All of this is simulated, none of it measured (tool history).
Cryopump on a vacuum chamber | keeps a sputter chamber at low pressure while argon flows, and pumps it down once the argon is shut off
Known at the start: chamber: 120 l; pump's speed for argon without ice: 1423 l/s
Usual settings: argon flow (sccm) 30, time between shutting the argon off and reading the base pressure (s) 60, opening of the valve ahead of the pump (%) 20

run,hour,argon flow (sccm),time between shutting the argon off and reading the base pressure (s),opening of the valve ahead of the pump (%),pressure while argon flows (Pa),pressure after the wait (uPa)
1,0,30,60,20,0.1828,1.97
2,21.2,30,60,20,0.1811,1.96
3,49,23,60,20,0.1403,2.01
4,66.5,23,60,20,0.1391,2.05
5,86.3,30,60,52,0.0726,2.1
6,115.7,30,60,20,0.1821,2.13
7,143.8,38,60,20,0.232,2.23
8,180.6,38,60,25,0.1877,2.27
9,215.2,38,60,25,0.1867,2.39
10,245.1,38,60,25,0.1886,2.35
11,261.8,38,60,25,0.1882,2.41
# hour 271.2: pump warmed up, emptied and cooled again
12,283.1,38,60,25,0.1814,2.33
13,298.6,38,60,25,0.1813,2.4
14,321.2,38,60,25,0.1816,2.42
15,351.1,38,60,25,0.1838,2.42
16,389.2,30,60,17,0.2093,2.53
17,408,30,60,17,0.2103,2.59
18,430.1,30,209,20,0.1812,1.6
19,468.9,26,21,53,0.06,5.08
20,492.5,33,87,53,0.0773,2.32
21,519.9,59,59,37,0.1948,2.73
22,547.4,36,293,24,0.1818,1.76
23,579.2,30,32,20,0.1823,4.1
24,596.1,30,32,20,0.1819,4.09
25,624.2,29,259,21,0.1683,1.83
26,644.3,29,259,21,0.1681,1.93
27,679.1,30,60,28,0.1311,3.01
28,712.5,30,71,28,0.1326,2.9
29,749.7,27,51,20,0.1645,3.55
30,765.7,54,71,20,0.3291,3.04
31,792.2,25,117,20,0.1533,2.72
32,808.9,35,195,19,0.2254,2.35
33,826.3,37,60,16,0.2836,3.3
34,864.6,23,60,29,0.0991,3.41

4 ways to go on from here, each from the tool as it stands after run 34. What would each give?
A,889.7,30,60,24,?,?
B,889.7,23,60,41,?,?
C,889.7,37,194,29,?,?
D,889.7,23,185,29,?,?

run,pressure while argon flows (Pa),pressure after the wait (uPa)
A,0.1559,3.56
B,0.0714,3.42
C,0.159,2.57
D,0.0985,2.62
Without the tool's hidden state the same runs would have given:
run,pressure while argon flows (Pa),pressure after the wait (uPa)
A,0.1489,1.61
B,0.066,1.55
C,0.1504,0.63
D,0.0932,0.66

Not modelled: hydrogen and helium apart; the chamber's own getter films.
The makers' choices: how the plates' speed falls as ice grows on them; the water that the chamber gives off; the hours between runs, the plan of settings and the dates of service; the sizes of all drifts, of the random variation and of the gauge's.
